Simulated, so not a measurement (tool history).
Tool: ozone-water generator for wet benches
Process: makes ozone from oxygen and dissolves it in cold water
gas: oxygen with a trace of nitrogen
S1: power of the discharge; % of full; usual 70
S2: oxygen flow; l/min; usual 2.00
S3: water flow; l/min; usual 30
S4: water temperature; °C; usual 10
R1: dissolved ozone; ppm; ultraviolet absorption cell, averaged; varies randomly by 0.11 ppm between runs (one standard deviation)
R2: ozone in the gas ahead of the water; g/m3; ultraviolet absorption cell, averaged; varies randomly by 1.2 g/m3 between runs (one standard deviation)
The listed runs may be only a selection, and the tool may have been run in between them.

run,hour,S1,S2,S3,S4,R1,R2
1,0.0,70,2.00,30,10,7.6,208.7
2,23.8,70,2.00,30,10,7.6,207.1
3,49.7,70,2.00,30,10,7.6,207.3
4,88.5,70,2.00,30,10,7.7,206.9
# hour 95.8: contactor cleaned
5,125.1,70,1.25,30,10,7.0,282.4
6,166.5,41,2.00,30,10,4.7,132.9
7,200.2,41,2.00,30,10,5.0,131.8
8,228.1,41,2.54,44,10,3.2,112.9
9,255.6,41,2.54,44,10,3.3,112.7
# hour 275.8: contactor cleaned, once more
10,280.4,83,2.10,30,10,9.2,229.4
11,307.8,83,2.10,30,10,9.2,229.5

What if the next run were any one of these 3? Each begins from the tool's condition after run 11:
A,350.9,96,2.00,27,6,?,?
B,350.9,87,1.85,19,10,?,?
C,350.9,48,1.15,30,6,?,?

run,R1,R2
A,11.7,268.1
B,14.7,257.1
C,5.2,217.6
What these runs would have given with no unlogged condition in the tool:
run,R1,R2
A,12.5,285.3
B,15.6,272.4
C,5.4,225.0
